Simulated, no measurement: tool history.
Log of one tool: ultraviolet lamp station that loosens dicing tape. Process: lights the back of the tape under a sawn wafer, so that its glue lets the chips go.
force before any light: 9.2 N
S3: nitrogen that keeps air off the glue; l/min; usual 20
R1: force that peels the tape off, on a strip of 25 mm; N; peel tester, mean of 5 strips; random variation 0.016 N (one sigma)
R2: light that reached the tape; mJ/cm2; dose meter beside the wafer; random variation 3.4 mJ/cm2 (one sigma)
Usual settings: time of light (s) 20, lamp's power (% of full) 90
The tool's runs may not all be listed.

run 1 hour=0 | time_of_light_(s)=20 lamp's_power_(%_of_full)=90 S3=20 | R1=1.485 R2=390
run 2 hour=29.2 | time_of_light_(s)=20 lamp's_power_(%_of_full)=90 S3=20 | R1=1.535 R2=385
run 3 hour=43.2 | time_of_light_(s)=20 lamp's_power_(%_of_full)=90 S3=20 | R1=1.536 R2=380
run 4 hour=58.1 | time_of_light_(s)=20 lamp's_power_(%_of_full)=90 S3=14 | R1=1.933 R2=381
run 5 hour=82.8 | time_of_light_(s)=20 lamp's_power_(%_of_full)=90 S3=13 | R1=2.089 R2=378
run 6 hour=99.3 | time_of_light_(s)=20 lamp's_power_(%_of_full)=90 S3=13 | R1=2.159 R2=382
run 7 hour=120.2 | time_of_light_(s)=20 lamp's_power_(%_of_full)=90 S3=13 | R1=2.046 R2=370
run 8 hour=137.8 | time_of_light_(s)=20 lamp's_power_(%_of_full)=90 S3=13 | R1=2.182 R2=375
run 9 hour=161.5 | time_of_light_(s)=20 lamp's_power_(%_of_full)=90 S3=13 | R1=2.165 R2=368
-- hour=163.7 window cleaned of glue's vapour
run 10 hour=191.8 | time_of_light_(s)=20 lamp's_power_(%_of_full)=90 S3=13 | R1=2.345 R2=350
run 11 hour=221.8 | time_of_light_(s)=11 lamp's_power_(%_of_full)=90 S3=13 | R1=4.355 R2=191
-- hour=242.9 window cleaned of glue's vapour, once more
run 12 hour=252.6 | time_of_light_(s)=11 lamp's_power_(%_of_full)=90 S3=13 | R1=4.002 R2=206
run 13 hour=274 | time_of_light_(s)=11 lamp's_power_(%_of_full)=90 S3=13 | R1=4.168 R2=205
run 14 hour=290.3 | time_of_light_(s)=20 lamp's_power_(%_of_full)=61 S3=7 | R1=4.429 R2=249
run 15 hour=305 | time_of_light_(s)=20 lamp's_power_(%_of_full)=68 S3=20 | R1=2.548 R2=275
run 16 hour=319.8 | time_of_light_(s)=20 lamp's_power_(%_of_full)=68 S3=20 | R1=2.488 R2=275
run 17 hour=338.8 | time_of_light_(s)=20 lamp's_power_(%_of_full)=68 S3=20 | R1=2.572 R2=270
run 18 hour=362.8 | time_of_light_(s)=28 lamp's_power_(%_of_full)=90 S3=32 | R1=0.611 R2=493
run 19 hour=391.3 | time_of_light_(s)=28 lamp's_power_(%_of_full)=90 S3=18 | R1=1.059 R2=497
run 20 hour=404.9 | time_of_light_(s)=28 lamp's_power_(%_of_full)=90 S3=18 | R1=1.078 R2=487
run 21 hour=421.2 | time_of_light_(s)=28 lamp's_power_(%_of_full)=90 S3=18 | R1=1.066 R2=483
run 22 hour=448.7 | time_of_light_(s)=28 lamp's_power_(%_of_full)=90 S3=18 | R1=1.102 R2=479
run 23 hour=462.1 | time_of_light_(s)=28 lamp's_power_(%_of_full)=89 S3=18 | R1=1.129 R2=475
run 24 hour=481.4 | time_of_light_(s)=20 lamp's_power_(%_of_full)=92 S3=29 | R1=1.421 R2=347
run 25 hour=510.2 | time_of_light_(s)=20 lamp's_power_(%_of_full)=92 S3=29 | R1=1.469 R2=338
run 26 hour=534.8 | time_of_light_(s)=30 lamp's_power_(%_of_full)=73 S3=36 | R1=0.927 R2=399

Forecast each of these 5 alternatives for the next run:
run A hour=552.4 | time_of_light_(s)=34 lamp's_power_(%_of_full)=90 S3=20 | R1=? R2=?
run B hour=552.4 | time_of_light_(s)=37 lamp's_power_(%_of_full)=82 S3=17 | R1=? R2=?
run C hour=552.4 | time_of_light_(s)=30 lamp's_power_(%_of_full)=73 S3=27 | R1=? R2=?
run D hour=552.4 | time_of_light_(s)=20 lamp's_power_(%_of_full)=83 S3=20 | R1=? R2=?
run E hour=552.4 | time_of_light_(s)=20 lamp's_power_(%_of_full)=82 S3=20 | R1=? R2=?

run=A R1=0.743 R2=558
run=B R1=0.896 R2=550
run=C R1=1.208 R2=396
run=D R1=2.271 R2=299
run=E R1=2.295 R2=299
Without the tool's hidden state the same runs would have given:
run=A R1=0.228 R2=925
run=B R1=0.277 R2=910
run=C R1=0.387 R2=657
run=D R1=0.944 R2=496
run=E R1=0.965 R2=493

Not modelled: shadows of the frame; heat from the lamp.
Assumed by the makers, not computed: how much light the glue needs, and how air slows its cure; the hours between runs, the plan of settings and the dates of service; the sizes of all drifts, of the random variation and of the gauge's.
